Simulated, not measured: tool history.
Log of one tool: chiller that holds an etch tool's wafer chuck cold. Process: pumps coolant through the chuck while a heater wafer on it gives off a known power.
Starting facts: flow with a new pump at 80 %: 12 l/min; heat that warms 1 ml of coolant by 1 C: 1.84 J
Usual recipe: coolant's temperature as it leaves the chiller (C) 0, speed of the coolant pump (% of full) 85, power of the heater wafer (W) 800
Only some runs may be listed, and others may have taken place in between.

run   hour  coolant's temperature as it leaves the chiller (C)  speed of the coolant pump (% of full)  power of the heater wafer (W)  chuck's temperature once it has settled (C)  how much warmer the coolant comes back (C)
  1    0.0                                                   0                                     85                            800                                         6.05                                        2.04
  2   51.1                                                   0                                     85                            800                                         6.15                                        2.06
  3   84.9                                                   0                                     85                            415                                         3.17                                        1.05
  4  145.4                                                   0                                     85                            415                                         3.21                                        1.06
  5  182.4                                                   0                                     82                            800                                         6.22                                        2.17
  6  242.8                                                   0                                     82                            800                                         6.26                                        2.17
  7  298.9                                                   0                                     82                            800                                         6.33                                        2.13
  8  334.6                                                   0                                     82                            800                                         6.28                                        2.17
  9  385.4                                                   0                                     82                            800                                         6.18                                        2.20
 10  425.1                                                   0                                     82                            800                                         6.15                                        2.19
 11  474.9                                                   0                                     85                            784                                         6.07                                        2.10
     487.1  -- coolant changed, channels flushed
 12  531.8                                                   0                                     85                            784                                         6.09                                        2.09
 13  576.8                                                   0                                     85                            784                                         5.96                                        2.10
 14  652.5                                                   0                                     85                            800                                         6.08                                        2.21
 15  724.6                                                   0                                     85                           1135                                         8.74                                        3.09
 16  774.2                                                  10                                     85                            800                                        16.25                                        2.22

Estimate the outcome of run 17 from the log above:
 17  812.9                                                  -4                                     79                            923                                            ?                                           ?

chuck's temperature once it has settled (C): 3.34
how much warmer the coolant comes back (C): 2.73
With no hidden state in the tool, this same run would have given chuck's temperature once it has settled (C) 3.34, how much warmer the coolant comes back (C) 2.59.
